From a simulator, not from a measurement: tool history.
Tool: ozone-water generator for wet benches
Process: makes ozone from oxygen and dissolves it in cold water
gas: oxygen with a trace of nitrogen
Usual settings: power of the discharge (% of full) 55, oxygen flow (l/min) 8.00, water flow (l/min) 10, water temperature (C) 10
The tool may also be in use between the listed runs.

run	hour	power of the discharge (% of full)	oxygen flow (l/min)	water flow (l/min)	water temperature (C)	dissolved ozone (ppm)	ozone in the gas ahead of the water (g/m3)
1	0.0	55	8.00	10	10	30.7	200.5
2	43.1	55	8.00	10	10	30.6	202.0
3	82.1	55	8.00	10	10	30.3	199.9
4	125.8	55	8.00	10	10	30.1	199.8
5	168.8	55	8.00	10	10	30.3	202.0
6	215.5	55	8.00	10	10	30.2	198.4
7	250.5	55	8.00	10	8	31.7	200.5
8	283.0	55	8.00	10	8	31.3	198.8
9	315.3	55	8.00	10	8	31.2	198.8
# hour 327.7: contactor cleaned
10	361.7	55	8.00	10	8	34.1	199.4
11	397.9	55	8.00	10	8	34.7	199.7
12	439.3	55	8.00	10	8	34.9	199.2
13	461.9	55	8.00	10	8	34.5	199.9
14	502.7	55	8.00	10	8	34.1	199.7
15	536.4	55	10.93	10	7	33.6	171.5
16	573.0	55	10.93	10	7	33.2	171.4
17	611.6	80	6.41	10	10	42.5	277.7
18	650.0	55	8.80	6	15	39.3	190.1
19	689.6	80	5.38	10	10	42.4	301.4

3 ways to go on from here, each from the tool as it stands after run 19. What would each give?
A	726.2	44	8.00	10	10	?	?
B	726.2	76	4.47	10	6	?	?
C	726.2	55	8.00	6	17	?	?

run	dissolved ozone (ppm)	ozone in the gas ahead of the water (g/m3)
A	28.3	172.0
B	44.9	318.8
C	38.3	199.1
Without the tool's hidden state the same runs would have given:
run	dissolved ozone (ppm)	ozone in the gas ahead of the water (g/m3)
A	29.5	175.9
B	47.1	329.3
C	40.0	204.4
